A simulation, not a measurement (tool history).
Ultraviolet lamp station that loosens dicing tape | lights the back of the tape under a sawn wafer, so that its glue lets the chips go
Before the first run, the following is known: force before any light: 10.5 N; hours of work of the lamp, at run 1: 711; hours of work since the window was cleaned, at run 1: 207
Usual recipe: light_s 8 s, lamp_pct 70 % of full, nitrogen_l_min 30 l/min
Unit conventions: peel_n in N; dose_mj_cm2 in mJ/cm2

run	hour	light_s	lamp_pct	nitrogen_l_min	hours of work of the lamp	hours of work since the window was cleaned	peel_n	dose_mj_cm2
1	0.0	8	70	30	711	207	2.120	178
# hour 25.8: lamp changed
2	37.4	8	70	34	5	223	0.753	306
3	96.7	8	70	34	32	250	0.729	299
4	151.3	4	70	34	56	275	2.738	144
5	194.8	8	61	30	76	294	1.186	250
6	249.4	8	61	30	100	319	1.208	249
7	293.4	8	61	30	120	338	1.304	244
8	363.2	8	70	22	152	370	1.146	280
9	394.9	8	70	22	166	384	1.214	266
10	434.8	8	70	30	184	402	1.027	266
11	481.1	8	70	30	205	423	1.073	263
12	518.3	8	70	30	221	439	1.063	257
13	588.0	8	70	30	253	471	1.150	252
14	637.3	8	70	30	275	493	1.181	250
15	690.5	8	70	55	299	517	0.972	254
16	724.9	8	70	55	314	532	0.959	244
17	772.8	8	70	38	336	554	1.122	241
18	808.6	8	70	38	352	570	1.201	241
19	852.4	8	68	30	371	590	1.445	227
# hour 894.0: window cleaned of glue's vapour
20	900.6	8	68	30	393	3	1.427	227
21	965.2	8	90	30	422	32	0.803	298
22	1001.6	8	90	30	438	48	0.778	295
23	1059.2	6	90	35	464	74	1.433	213
24	1107.4	6	90	35	486	96	1.522	214
25	1150.1	6	90	35	505	115	1.574	209
26	1207.5	6	90	35	531	141	1.663	208
27	1274.5	6	90	35	561	171	1.703	198
28	1334.7	7	65	30	588	198	2.474	164
29	1386.5	7	65	30	611	221	2.499	160
30	1443.8	15	93	14	637	247	0.459	475
31	1480.0	8	70	15	653	263	2.665	187
32	1529.3	8	70	15	675	285	2.800	183
33	1590.4	5	91	42	703	313	2.468	149
34	1618.9	5	91	42	716	326	2.627	145
# hour 1633.0: lamp changed
35	1648.1	5	91	42	7	338	1.063	247
36	1708.6	11	73	27	34	366	0.376	421
37	1764.8	14	96	12	59	391	0.219	689
38	1827.3	15	84	20	87	419	0.195	639
39	1862.7	15	84	20	103	435	0.204	624
40	1896.9	10	74	10	119	450	1.044	365
41	1926.0	8	75	57	132	463	0.605	297
42	1995.4	8	75	57	163	494	0.635	286
43	2050.2	13	82	57	187	519	0.199	501

Alternative continuations, all from the tool just after run 43; predict every row:
A	2119.0	5	82	57	218	550	?	?
B	2119.0	4	70	30	218	550	?	?
C	2119.0	10	95	57	218	550	?	?
D	2119.0	15	84	49	218	550	?	?

run	peel_n	dose_mj_cm2
A	1.550	187
B	3.360	123
C	0.250	438
D	0.162	573
The same runs, with their run-to-run variation unchanged, on a tool lacking any hidden condition would have given:
run	peel_n	dose_mj_cm2
A	1.057	228
B	2.630	151
C	0.184	533
D	0.143	698
